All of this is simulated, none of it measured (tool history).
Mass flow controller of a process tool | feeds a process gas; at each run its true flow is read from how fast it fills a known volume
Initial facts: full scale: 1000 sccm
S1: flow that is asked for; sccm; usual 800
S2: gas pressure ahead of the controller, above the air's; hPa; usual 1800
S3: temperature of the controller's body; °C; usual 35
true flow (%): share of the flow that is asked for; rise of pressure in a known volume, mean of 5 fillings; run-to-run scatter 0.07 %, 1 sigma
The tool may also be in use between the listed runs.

run 1 day=0.000 | S1=800 S2=1800 S3=35 | true_flow_(%)=99.09
run 2 day=8.388 | S1=800 S2=1800 S3=35 | true_flow_(%)=99.14
run 3 day=13.400 | S1=455 S2=1800 S3=35 | true_flow_(%)=98.43
run 4 day=19.571 | S1=455 S2=1800 S3=35 | true_flow_(%)=98.36
run 5 day=24.067 | S1=455 S2=1800 S3=35 | true_flow_(%)=98.46
run 6 day=31.688 | S1=455 S2=1800 S3=35 | true_flow_(%)=98.44
run 7 day=36.667 | S1=455 S2=1800 S3=35 | true_flow_(%)=98.34
run 8 day=44.446 | S1=455 S2=1800 S3=35 | true_flow_(%)=98.41
run 9 day=51.862 | S1=800 S2=1800 S3=35 | true_flow_(%)=98.86
run 10 day=59.071 | S1=800 S2=1800 S3=35 | true_flow_(%)=98.98
run 11 day=64.642 | S1=800 S2=1800 S3=35 | true_flow_(%)=98.88
run 12 day=71.933 | S1=800 S2=1800 S3=35 | true_flow_(%)=98.92
run 13 day=80.633 | S1=800 S2=1800 S3=35 | true_flow_(%)=98.90
run 14 day=87.379 | S1=800 S2=1800 S3=35 | true_flow_(%)=98.82
run 15 day=94.558 | S1=800 S2=1800 S3=35 | true_flow_(%)=98.90
run 16 day=103.671 | S1=800 S2=1800 S3=35 | true_flow_(%)=98.79
run 17 day=112.133 | S1=383 S2=1960 S3=29 | true_flow_(%)=98.30
run 18 day=121.538 | S1=383 S2=1960 S3=29 | true_flow_(%)=98.18
run 19 day=127.546 | S1=383 S2=1960 S3=29 | true_flow_(%)=98.24
run 20 day=131.975 | S1=639 S2=1910 S3=40 | true_flow_(%)=98.12
run 21 day=140.475 | S1=171 S2=1970 S3=37 | true_flow_(%)=97.38
run 22 day=148.488 | S1=800 S2=1540 S3=35 | true_flow_(%)=98.76
run 23 day=153.929 | S1=800 S2=2230 S3=24 | true_flow_(%)=99.30
run 24 day=160.508 | S1=501 S2=1800 S3=26 | true_flow_(%)=98.60
run 25 day=168.946 | S1=505 S2=1800 S3=34 | true_flow_(%)=98.10
run 26 day=176.992 | S1=505 S2=1800 S3=34 | true_flow_(%)=98.14
run 27 day=186.167 | S1=307 S2=1800 S3=24 | true_flow_(%)=98.34

What if the next run were any one of these 3? Each begins from the tool's condition after run 27:
run A day=195.812 | S1=800 S2=2000 S3=35 | true_flow_(%)=?
run B day=195.812 | S1=785 S2=2720 S3=20 | true_flow_(%)=?
run C day=195.812 | S1=307 S2=1960 S3=24 | true_flow_(%)=?

run=A true_flow_(%)=98.53
run=B true_flow_(%)=99.14
run=C true_flow_(%)=98.23
What these runs would have given with no unlogged condition in the tool:
run=A true_flow_(%)=99.09
run=B true_flow_(%)=99.70
run=C true_flow_(%)=98.80
